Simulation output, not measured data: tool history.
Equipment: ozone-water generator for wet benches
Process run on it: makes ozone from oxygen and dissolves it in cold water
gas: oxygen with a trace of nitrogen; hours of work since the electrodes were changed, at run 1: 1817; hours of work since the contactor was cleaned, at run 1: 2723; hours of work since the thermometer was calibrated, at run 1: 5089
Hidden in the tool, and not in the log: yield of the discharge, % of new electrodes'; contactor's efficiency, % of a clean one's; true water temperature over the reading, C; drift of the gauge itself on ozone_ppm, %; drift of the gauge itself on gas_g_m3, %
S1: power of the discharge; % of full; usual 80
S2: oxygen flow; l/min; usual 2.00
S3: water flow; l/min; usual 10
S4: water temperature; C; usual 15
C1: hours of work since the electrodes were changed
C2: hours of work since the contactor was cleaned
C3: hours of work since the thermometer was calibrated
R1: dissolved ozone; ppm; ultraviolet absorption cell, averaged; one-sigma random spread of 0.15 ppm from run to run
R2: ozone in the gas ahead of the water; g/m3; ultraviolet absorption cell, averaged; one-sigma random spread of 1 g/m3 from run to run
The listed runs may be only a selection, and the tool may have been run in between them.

run    hour  S1    S2  S3  S4    C1    C2    C3    R1     R2
  1     0.0  80  2.00  10  15  1817  2723  5089  18.1  170.2
  2    38.4  80  2.00   8  15  1845  2751  5117  21.4  170.1
  3    78.1  80  2.00  10  15  1875  2780  5147  18.2  170.4
  4   159.5  80  2.00  10  15  1935  2840  5207  18.0  173.2
  5   235.5  80  2.00  10  15  1991  2896  5263  17.9  170.0
  6   274.4  80  2.00   9  15  2019  2925  5291  19.6  171.1
  7   314.3  80  2.00   9  15  2049  2954  5321  19.7  171.9
  8   383.7  80  2.00   9  14  2100  3005  5372  19.6  171.6
  9   450.4  80  2.00  10  15  2149  3055  5421  17.9  169.4
      456.2  -- water thermometer calibrated
 10   496.0  80  2.00  10  15  2182  3088    29  17.9  171.8
 11   567.5  80  2.00  10  15  2235  3141    82  17.9  169.1
 12   621.3  80  2.00  10  15  2275  3180   122  17.6  170.2
 13   669.7  80  2.00  10  15  2311  3216   157  17.7  168.4
      682.5  -- water thermometer calibrated, once more
 14   739.9  80  2.00  10  15  2362  3267    42  18.2  169.2
 15   788.8  80  2.00   9  15  2398  3303    78  19.5  171.0
 16   837.4  80  2.00   9  15  2434  3339   114  19.4  168.9
 17   914.5  80  2.00   9  15  2491  3396   171  18.9  169.7
 18   951.8  76  2.00  10  15  2518  3424   199  17.4  166.2
 19  1011.7  76  1.92  10   7  2562  3468   243  18.7  165.5
 20  1053.7  48  1.69  10   7  2593  3499   274  14.1  137.1
 21  1136.2  85  1.33  14  12  2654  3560   334  12.0  203.6
 22  1174.8  56  1.33  14  20  2683  3588   363   9.1  163.4
 23  1229.7  56  1.33  14  20  2723  3629   403   9.1  163.9
 24  1286.0  56  1.33  14  20  2765  3670   445   9.0  163.2
 25  1343.4  80  2.00  15   7  2807  3712   487  13.3  167.6
 26  1411.4  77  1.57   7  23  2857  3763   537  19.2  180.4
 27  1488.1  77  1.57   7  23  2914  3819   594  19.1  181.1
 28  1570.6  77  1.57   7  23  2974  3880   655  19.6  178.9
 29  1639.6  77  1.57   7  23  3025  3931   706  19.2  179.6
 30  1688.6  73  1.27   9  14  3061  3967   742  15.9  189.9
 31  1739.1  67  1.62   9  22  3099  4004   779  14.9  166.4
 32  1787.2  68  3.07  10  15  3134  4040   815  17.5  131.3

Had the tool no unlogged condition, and each run kept its random variation, what would the results have been?
run    R1     R2
  1  19.4  177.9
  2  22.9  178.0
  3  19.6  178.5
  4  19.4  181.7
  5  19.4  178.5
  6  21.2  179.8
  7  21.3  180.7
  8  21.2  180.7
  9  19.5  178.7
 10  19.5  181.2
 11  19.5  178.7
 12  19.3  180.0
 13  19.4  178.4
 14  19.8  179.3
 15  21.2  181.4
 16  21.2  179.4
 17  20.7  180.5
 18  19.0  176.6
 19  20.4  176.1
 20  15.2  143.8
 21  13.3  218.0
 22  10.0  172.6
 23  10.0  173.4
 24   9.9  172.8
 25  14.8  179.7
 26  21.1  193.4
 27  21.1  194.5
 28  21.6  192.4
 29  21.3  193.5
 30  17.7  204.3
 31  16.5  178.6
 32  19.5  141.1
